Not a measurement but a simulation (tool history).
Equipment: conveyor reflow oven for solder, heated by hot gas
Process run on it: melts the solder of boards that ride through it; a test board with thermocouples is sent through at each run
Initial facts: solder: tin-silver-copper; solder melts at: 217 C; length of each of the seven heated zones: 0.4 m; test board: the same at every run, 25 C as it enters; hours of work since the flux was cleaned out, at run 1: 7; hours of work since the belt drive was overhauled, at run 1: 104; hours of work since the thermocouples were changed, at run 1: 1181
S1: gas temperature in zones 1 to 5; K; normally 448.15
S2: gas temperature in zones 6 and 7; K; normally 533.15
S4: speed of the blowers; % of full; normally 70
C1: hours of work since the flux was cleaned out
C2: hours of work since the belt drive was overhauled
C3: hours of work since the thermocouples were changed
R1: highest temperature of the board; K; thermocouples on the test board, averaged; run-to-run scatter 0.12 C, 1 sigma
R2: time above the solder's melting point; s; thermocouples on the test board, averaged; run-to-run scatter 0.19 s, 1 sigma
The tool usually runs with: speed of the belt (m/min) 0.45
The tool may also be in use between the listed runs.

run 1 hour=0 | S1=448.15 S2=533.15 speed_of_the_belt_(m/min)=0.45 S4=70 | C1=7 C2=104 C3=1181 | R1=518.95 R2=73.3
run 2 hour=73.1 | S1=448.15 S2=533.15 speed_of_the_belt_(m/min)=0.45 S4=70 | C1=42 C2=139 C3=1216 | R1=518.85 R2=72.9
run 3 hour=139.4 | S1=448.15 S2=533.15 speed_of_the_belt_(m/min)=0.45 S4=70 | C1=73 C2=170 C3=1248 | R1=518.75 R2=72.8
run 4 hour=178.5 | S1=448.15 S2=533.15 speed_of_the_belt_(m/min)=0.45 S4=64 | C1=92 C2=189 C3=1266 | R1=517.55 R2=70.5
run 5 hour=217.1 | S1=448.15 S2=533.15 speed_of_the_belt_(m/min)=0.45 S4=64 | C1=110 C2=207 C3=1284 | R1=517.65 R2=70.7
run 6 hour=263.6 | S1=438.15 S2=533.15 speed_of_the_belt_(m/min)=0.45 S4=64 | C1=132 C2=229 C3=1307 | R1=515.65 R2=62.5
run 7 hour=298.5 | S1=438.15 S2=533.15 speed_of_the_belt_(m/min)=0.45 S4=64 | C1=149 C2=246 C3=1323 | R1=515.15 R2=62.4
run 8 hour=352.4 | S1=438.15 S2=533.15 speed_of_the_belt_(m/min)=0.45 S4=64 | C1=175 C2=271 C3=1349 | R1=515.05 R2=62.4
run 9 hour=408.9 | S1=438.15 S2=533.15 speed_of_the_belt_(m/min)=0.45 S4=64 | C1=201 C2=298 C3=1376 | R1=514.85 R2=61.9
run 10 hour=440.2 | S1=448.15 S2=531.15 speed_of_the_belt_(m/min)=0.45 S4=70 | C1=216 C2=313 C3=1390 | R1=516.15 R2=69.1
-- hour=458.1 flux residue cleaned out of gas plates and filters
run 11 hour=496 | S1=448.15 S2=531.15 speed_of_the_belt_(m/min)=0.45 S4=70 | C1=18 C2=337 C3=1415 | R1=517.65 R2=71.6
run 12 hour=556.5 | S1=448.15 S2=531.15 speed_of_the_belt_(m/min)=0.45 S4=70 | C1=47 C2=366 C3=1443 | R1=517.45 R2=71.5
-- hour=576.3 thermocouples of zones 6 and 7 changed
run 13 hour=615.8 | S1=461.15 S2=533.15 speed_of_the_belt_(m/min)=0.45 S4=70 | C1=74 C2=393 C3=19 | R1=520.65 R2=83.1
run 14 hour=668.1 | S1=461.15 S2=533.15 speed_of_the_belt_(m/min)=0.45 S4=70 | C1=99 C2=418 C3=44 | R1=520.25 R2=82.5
run 15 hour=701.2 | S1=448.15 S2=533.15 speed_of_the_belt_(m/min)=0.526 S4=70 | C1=115 C2=434 C3=59 | R1=512.75 R2=52.9
run 16 hour=762.2 | S1=448.15 S2=533.15 speed_of_the_belt_(m/min)=0.526 S4=70 | C1=144 C2=463 C3=88 | R1=512.45 R2=52
run 17 hour=806.7 | S1=436.15 S2=533.15 speed_of_the_belt_(m/min)=0.52 S4=70 | C1=165 C2=484 C3=109 | R1=510.05 R2=45
run 18 hour=857.7 | S1=446.15 S2=528.15 speed_of_the_belt_(m/min)=0.403 S4=70 | C1=189 C2=508 C3=134 | R1=515.85 R2=78.4
run 19 hour=910.8 | S1=448.15 S2=533.15 speed_of_the_belt_(m/min)=0.38 S4=70 | C1=214 C2=533 C3=159 | R1=522.05 R2=93.6
-- hour=936.6 flux residue cleaned out of gas plates and filters
run 20 hour=979.2 | S1=448.15 S2=533.15 speed_of_the_belt_(m/min)=0.38 S4=75 | C1=20 C2=563 C3=189 | R1=523.75 R2=96.6
run 21 hour=1052.7 | S1=448.15 S2=533.15 speed_of_the_belt_(m/min)=0.431 S4=70 | C1=55 C2=598 C3=224 | R1=519.75 R2=78.2
run 22 hour=1106.7 | S1=448.15 S2=533.15 speed_of_the_belt_(m/min)=0.45 S4=70 | C1=81 C2=624 C3=250 | R1=518.25 R2=72.8
run 23 hour=1166.9 | S1=452.15 S2=530.15 speed_of_the_belt_(m/min)=0.419 S4=52 | C1=109 C2=652 C3=278 | R1=515.15 R2=75.1
run 24 hour=1222.3 | S1=448.15 S2=533.15 speed_of_the_belt_(m/min)=0.398 S4=77 | C1=136 C2=679 C3=304 | R1=522.35 R2=90
run 25 hour=1251.9 | S1=448.15 S2=527.15 speed_of_the_belt_(m/min)=0.398 S4=72 | C1=150 C2=693 C3=319 | R1=516.45 R2=81.9
run 26 hour=1298 | S1=448.15 S2=527.15 speed_of_the_belt_(m/min)=0.398 S4=72 | C1=172 C2=715 C3=340 | R1=516.35 R2=81.9
run 27 hour=1350.9 | S1=448.15 S2=533.15 speed_of_the_belt_(m/min)=0.515 S4=69 | C1=197 C2=740 C3=366 | R1=513.15 R2=54.8
-- hour=1413.1 flux residue cleaned out of gas plates and filters
run 28 hour=1422.8 | S1=438.15 S2=539.15 speed_of_the_belt_(m/min)=0.476 S4=80 | C1=5 C2=772 C3=397 | R1=522.25 R2=68.7
run 29 hour=1463 | S1=438.15 S2=539.15 speed_of_the_belt_(m/min)=0.476 S4=80 | C1=24 C2=791 C3=416 | R1=522.35 R2=68.2
run 30 hour=1533.1 | S1=438.15 S2=539.15 speed_of_the_belt_(m/min)=0.476 S4=80 | C1=57 C2=824 C3=450 | R1=521.85 R2=67.6
run 31 hour=1601.8 | S1=446.15 S2=538.15 speed_of_the_belt_(m/min)=0.45 S4=52 | C1=90 C2=857 C3=482 | R1=518.55 R2=70.3

Entry by entry between the runs, the difference in hidden state between the last listed run before and the first listed run after:
In the gap between runs 10 and 11: flux residue cleaned out of gas plates and filters (hour 458.1)
  heat that the gas passes to the board, % of a clean oven's: 93.7 -> 99.3; belt's true speed, % of the reading: 99.78 -> 99.76; true gas temperature in zones 6 and 7 over the reading, C: 1.44 -> 1.47
  what was measured, less what the result would be without the hidden state, R1: -0.2 -> +1.2 K; R2: -1 -> +1.5 s
In the gap between runs 12 and 13: thermocouples of zones 6 and 7 changed (hour 576.3)
  heat that the gas passes to the board, % of a clean oven's: 98.5 -> 97.8; belt's true speed, % of the reading: 99.73 -> 99.7; true gas temperature in zones 6 and 7 over the reading, C: 1.5 -> 0.44
  what was measured, less what the result would be without the hidden state, R1: +1 -> +0 K; R2: +1.3 -> +0.1 s
In the gap between runs 19 and 20: flux residue cleaned out of gas plates and filters (hour 936.6)
  heat that the gas passes to the board, % of a clean oven's: 93.9 -> 99; belt's true speed, % of the reading: 99.57 -> 99.54; true gas temperature in zones 6 and 7 over the reading, C: 0.59 -> 0.62
  what was measured, less what the result would be without the hidden state, R1: -0.5 -> +0.5 K; R2: -0.9 -> +0.9 s
In the gap between runs 27 and 28: flux residue cleaned out of gas plates and filters (hour 1413.1)
  heat that the gas passes to the board, % of a clean oven's: 94.3 -> 99.4; belt's true speed, % of the reading: 99.37 -> 99.33; true gas temperature in zones 6 and 7 over the reading, C: 0.81 -> 0.85
  what was measured, less what the result would be without the hidden state, R1: -0.6 -> +0.7 K; R2: -1.2 -> +1.3 s
